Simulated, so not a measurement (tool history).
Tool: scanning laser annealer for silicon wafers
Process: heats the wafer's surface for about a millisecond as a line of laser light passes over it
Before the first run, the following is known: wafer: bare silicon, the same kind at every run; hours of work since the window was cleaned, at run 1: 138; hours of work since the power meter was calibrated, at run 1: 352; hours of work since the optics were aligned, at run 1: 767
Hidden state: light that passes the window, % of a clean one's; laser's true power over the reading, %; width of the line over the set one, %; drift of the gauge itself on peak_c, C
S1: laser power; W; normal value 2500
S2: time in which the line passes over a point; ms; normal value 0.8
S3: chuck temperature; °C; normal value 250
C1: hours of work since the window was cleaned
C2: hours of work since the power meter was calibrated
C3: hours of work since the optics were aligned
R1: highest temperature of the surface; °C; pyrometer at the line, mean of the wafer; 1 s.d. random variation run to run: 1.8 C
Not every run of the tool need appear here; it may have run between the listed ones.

{"run": 1, "day": 0.0, "S1": 2500, "S2": 0.8, "S3": 250, "C1": 138, "C2": 352, "C3": 767, "R1": 1055}
{"run": 2, "day": 1.046, "S1": 2500, "S2": 0.8, "S3": 250, "C1": 155, "C2": 369, "C3": 783, "R1": 1053}
{"run": 3, "day": 1.725, "S1": 2500, "S2": 0.8, "S3": 250, "C1": 165, "C2": 379, "C3": 793, "R1": 1049}
{"run": 4, "day": 2.508, "S1": 2500, "S2": 0.8, "S3": 250, "C1": 177, "C2": 391, "C3": 805, "R1": 1048}
{"run": 5, "day": 3.092, "S1": 2500, "S2": 0.8, "S3": 281, "C1": 186, "C2": 400, "C3": 814, "R1": 1078}
{"day": 4.121, "done": "optics aligned, line set to its width"}
{"run": 6, "day": 4.317, "S1": 2500, "S2": 0.804, "S3": 250, "C1": 202, "C2": 416, "C3": 3, "R1": 1062}
{"run": 7, "day": 4.958, "S1": 2500, "S2": 0.8, "S3": 221, "C1": 212, "C2": 426, "C3": 13, "R1": 1026}
{"day": 5.1, "done": "window over the wafer cleaned"}
{"run": 8, "day": 5.542, "S1": 2521, "S2": 0.943, "S3": 248, "C1": 7, "C2": 434, "C3": 21, "R1": 1117}
{"run": 9, "day": 6.262, "S1": 2521, "S2": 0.617, "S3": 248, "C1": 18, "C2": 445, "C3": 32, "R1": 957}
{"run": 10, "day": 7.196, "S1": 2497, "S2": 0.664, "S3": 220, "C1": 32, "C2": 459, "C3": 46, "R1": 942}
{"run": 11, "day": 7.821, "S1": 2412, "S2": 0.635, "S3": 279, "C1": 42, "C2": 469, "C3": 56, "R1": 957}
{"run": 12, "day": 8.396, "S1": 2417, "S2": 0.647, "S3": 281, "C1": 51, "C2": 478, "C3": 65, "R1": 969}
{"day": 9.075, "done": "window over the wafer cleaned, once more"}
{"run": 13, "day": 9.388, "S1": 2500, "S2": 0.944, "S3": 269, "C1": 5, "C2": 492, "C3": 79, "R1": 1160}

Below, each run's measurement less what the same run would have read without the hidden state. Both values contain the same run-to-run variation, but the gauge's scatter may not be the same in both:
run=1 R1=-25
run=2 R1=-26
run=3 R1=-28
run=4 R1=-29
run=5 R1=-31
run=6 R1=-20
run=7 R1=-22
run=8 R1=-38
run=9 R1=-32
run=10 R1=-35
run=11 R1=-33
run=12 R1=-35
run=13 R1=-5
